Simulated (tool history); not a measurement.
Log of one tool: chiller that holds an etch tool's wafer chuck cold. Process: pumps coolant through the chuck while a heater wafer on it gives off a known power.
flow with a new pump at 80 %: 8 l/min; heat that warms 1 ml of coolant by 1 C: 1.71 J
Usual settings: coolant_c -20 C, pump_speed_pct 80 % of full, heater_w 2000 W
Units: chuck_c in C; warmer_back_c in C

{"run": 1, "hour": 0.0, "coolant_c": -20, "pump_speed_pct": 80, "heater_w": 2000, "chuck_c": -4.3, "warmer_back_c": 8.78}
{"run": 2, "hour": 39.1, "coolant_c": -20, "pump_speed_pct": 80, "heater_w": 2000, "chuck_c": -4.3, "warmer_back_c": 8.87}
{"run": 3, "hour": 77.1, "coolant_c": -20, "pump_speed_pct": 80, "heater_w": 2000, "chuck_c": -4.5, "warmer_back_c": 8.83}
{"run": 4, "hour": 117.8, "coolant_c": -20, "pump_speed_pct": 91, "heater_w": 2000, "chuck_c": -6.1, "warmer_back_c": 7.76}
{"run": 5, "hour": 156.2, "coolant_c": -20, "pump_speed_pct": 91, "heater_w": 2000, "chuck_c": -6.1, "warmer_back_c": 7.71}
{"run": 6, "hour": 197.9, "coolant_c": -20, "pump_speed_pct": 91, "heater_w": 2000, "chuck_c": -6.1, "warmer_back_c": 7.7}
{"run": 7, "hour": 218.2, "coolant_c": -20, "pump_speed_pct": 80, "heater_w": 2000, "chuck_c": -4.5, "warmer_back_c": 8.89}
{"run": 8, "hour": 242.9, "coolant_c": -20, "pump_speed_pct": 80, "heater_w": 2000, "chuck_c": -4.3, "warmer_back_c": 8.83}
{"run": 9, "hour": 280.1, "coolant_c": -22, "pump_speed_pct": 80, "heater_w": 2000, "chuck_c": -6.4, "warmer_back_c": 8.85}
{"run": 10, "hour": 321.7, "coolant_c": -22, "pump_speed_pct": 80, "heater_w": 2000, "chuck_c": -6.5, "warmer_back_c": 8.87}
{"run": 11, "hour": 350.8, "coolant_c": -22, "pump_speed_pct": 79, "heater_w": 1068, "chuck_c": -13.6, "warmer_back_c": 4.82}
{"run": 12, "hour": 383.7, "coolant_c": -16, "pump_speed_pct": 85, "heater_w": 2450, "chuck_c": 2, "warmer_back_c": 10.28}
{"run": 13, "hour": 423.5, "coolant_c": -29, "pump_speed_pct": 74, "heater_w": 1043, "chuck_c": -20.4, "warmer_back_c": 5.12}
{"run": 14, "hour": 443.9, "coolant_c": -10, "pump_speed_pct": 80, "heater_w": 1877, "chuck_c": 4.7, "warmer_back_c": 8.37}
{"run": 15, "hour": 465.9, "coolant_c": -10, "pump_speed_pct": 80, "heater_w": 1877, "chuck_c": 4.6, "warmer_back_c": 8.34}
{"run": 16, "hour": 498.5, "coolant_c": -19, "pump_speed_pct": 67, "heater_w": 2510, "chuck_c": 4, "warmer_back_c": 13.31}
{"run": 17, "hour": 518.6, "coolant_c": -20, "pump_speed_pct": 76, "heater_w": 1970, "chuck_c": -3.7, "warmer_back_c": 9.28}
{"hour": 545.1, "done": "chiller's thermometer calibrated"}
{"run": 18, "hour": 553.6, "coolant_c": -20, "pump_speed_pct": 76, "heater_w": 1970, "chuck_c": -4.1, "warmer_back_c": 9.29}
{"run": 19, "hour": 593.9, "coolant_c": -20, "pump_speed_pct": 80, "heater_w": 1953, "chuck_c": -4.9, "warmer_back_c": 8.72}

4 ways to go on from here, each from the tool as it stands after run 19. What would each give?
{"run": "A", "hour": 629.2, "coolant_c": -16, "pump_speed_pct": 80, "heater_w": 1643, "chuck_c": "?", "warmer_back_c": "?"}
{"run": "B", "hour": 629.2, "coolant_c": -20, "pump_speed_pct": 87, "heater_w": 2974, "chuck_c": "?", "warmer_back_c": "?"}
{"run": "C", "hour": 629.2, "coolant_c": -18, "pump_speed_pct": 73, "heater_w": 1953, "chuck_c": "?", "warmer_back_c": "?"}
{"run": "D", "hour": 629.2, "coolant_c": -23, "pump_speed_pct": 66, "heater_w": 1223, "chuck_c": "?", "warmer_back_c": "?"}

run=A chuck_c=-3.3 warmer_back_c=7.32
run=B chuck_c=1.5 warmer_back_c=12.16
run=C chuck_c=-1.3 warmer_back_c=9.53
run=D chuck_c=-11.6 warmer_back_c=6.74
Without the tool's hidden state the same runs would have given:
run=A chuck_c=-3.3 warmer_back_c=7.15
run=B chuck_c=1.5 warmer_back_c=11.99
run=C chuck_c=-1.3 warmer_back_c=9.36
run=D chuck_c=-11.6 warmer_back_c=6.57
